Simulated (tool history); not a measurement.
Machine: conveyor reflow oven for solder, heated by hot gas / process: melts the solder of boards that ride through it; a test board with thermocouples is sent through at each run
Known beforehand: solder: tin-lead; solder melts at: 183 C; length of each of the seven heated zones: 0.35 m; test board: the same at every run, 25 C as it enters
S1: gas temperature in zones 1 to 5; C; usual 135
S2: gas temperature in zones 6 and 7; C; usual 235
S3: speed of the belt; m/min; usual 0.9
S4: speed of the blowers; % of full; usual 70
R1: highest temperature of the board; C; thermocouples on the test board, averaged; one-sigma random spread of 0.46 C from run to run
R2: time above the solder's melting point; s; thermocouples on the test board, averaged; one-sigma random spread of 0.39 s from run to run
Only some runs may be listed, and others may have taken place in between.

run,hour,S1,S2,S3,S4,R1,R2
1,0,135,235,0.9,70,219.2,35.7
2,78.8,122,235,0.9,70,216.9,31.9
3,157.6,122,235,0.9,70,216.6,32.4
4,237.3,122,235,0.9,70,216.5,32.3
5,275.5,122,235,0.9,70,217.1,31.3
# hour 297: flux residue cleaned out of gas plates and filters
6,320.1,122,235,0.9,70,216.9,31.4
7,398.1,135,235,0.9,78,220,35.9
8,445,135,235,0.9,78,220.8,35.8
9,485,135,225,0.9,70,209.1,31.4
10,560.2,135,224,0.9,57,207.5,28.6
11,619,140,249,0.906,76,233.4,41.3
12,693.3,140,249,0.906,76,233.2,42.2

5 ways to go on from here, each from the tool as it stands after run 12. What would each give?
A,781.7,135,235,0.767,72,?,?
B,781.7,135,235,0.9,82,?,?
C,781.7,135,235,0.786,70,?,?
D,781.7,135,225,0.9,70,?,?
E,781.7,135,238,0.9,83,?,?

run,R1,R2
A,223.6,44.4
B,220.5,36.6
C,222.5,43.3
D,210,31.3
E,223.5,37.2
With the hidden condition removed and each run's random variation left untouched, the same runs would have given:
run,R1,R2
A,223.9,44.5
B,220.8,36.7
C,222.8,43.4
D,210.3,31.4
E,223.8,37.3

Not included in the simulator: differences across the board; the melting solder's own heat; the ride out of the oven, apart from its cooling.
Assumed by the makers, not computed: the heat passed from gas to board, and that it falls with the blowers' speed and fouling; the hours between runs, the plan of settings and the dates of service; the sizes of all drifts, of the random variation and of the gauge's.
